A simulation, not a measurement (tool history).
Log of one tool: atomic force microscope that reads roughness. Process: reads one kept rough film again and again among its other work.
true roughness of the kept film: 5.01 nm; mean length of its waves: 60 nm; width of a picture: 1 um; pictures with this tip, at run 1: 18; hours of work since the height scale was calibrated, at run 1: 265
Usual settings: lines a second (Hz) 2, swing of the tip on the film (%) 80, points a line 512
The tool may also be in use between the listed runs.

run,hour,lines a second (Hz),swing of the tip on the film (%),points a line,pictures with this tip,hours of work since the height scale was calibrated,roughness of the kept film (nm (root mean square))
1,0,2,80,512,18,265,3.883
2,10.5,2,80,512,30,271,3.85
3,23.6,2,80,446,46,279,3.816
4,33.5,2,80,446,58,285,3.804
5,49.2,2,80,468,77,294,3.779
6,65.3,2,80,468,97,303,3.726
7,74.5,2,80,415,108,309,3.695
8,82.3,2,80,512,117,314,3.706
9,89.9,2,80,512,126,318,3.664
10,99.6,2,80,512,138,324,3.647
11,116.3,2,80,512,158,334,3.63
# hour 126.5: new tip fitted
12,128.5,2,80,512,2,341,3.895
13,140,2,80,446,16,347,3.857
14,156.4,2,80,446,36,357,3.826
15,164.1,2,80,665,45,362,3.806
16,175.9,2,80,665,59,369,3.804
17,188.3,2,80,665,74,376,3.774
18,195.2,2,80,665,83,380,3.751
19,202.4,2,80,512,91,384,3.738
20,217.4,2,80,512,110,393,3.676
21,224.7,2,80,512,118,397,3.659
22,237.8,0.53,80,986,134,405,4.196
23,250.4,0.53,80,986,149,413,4.195
# hour 252.8: height scale calibrated on a step standard
24,264.1,0.54,80,392,165,7,4.091
# hour 268.6: new tip fitted
25,271.6,0.54,80,392,3,11,4.458
26,286.4,1.29,71,348,21,20,4.291
27,295.1,1.29,71,348,32,25,4.302
# hour 300.4: height scale calibrated on a step standard, once more
28,310.4,1.29,71,348,49,6,4.287
29,320.4,1.29,71,348,61,12,4.252
30,336.1,1.29,71,348,80,21,4.197
31,343.4,2,63,512,89,25,4.206
32,354.7,2,63,512,102,32,4.147
33,368.4,2,80,321,119,40,3.686
34,375.2,2,80,321,127,44,3.681
35,391.9,2,80,321,147,54,3.637
36,399,0.55,61,512,156,58,4.372
# hour 411: new tip fitted
37,413.9,1.36,62,512,3,67,4.556
38,421.6,2.25,77,502,13,71,3.925
39,438,2.25,90,502,33,81,3.358

Forecast each of these 4 alternatives for the next run:
A,447.7,2.25,90,498,44,87,?
B,447.7,2,82,642,44,87,?
C,447.7,2.25,80,383,44,87,?
D,447.7,1.2,88,502,44,87,?

run,roughness of the kept film (nm (root mean square))
A,3.355
B,3.76
C,3.763
D,3.931
Without the tool's hidden state the same runs would have given:
run,roughness of the kept film (nm (root mean square))
A,3.441
B,3.857
C,3.86
D,4.031
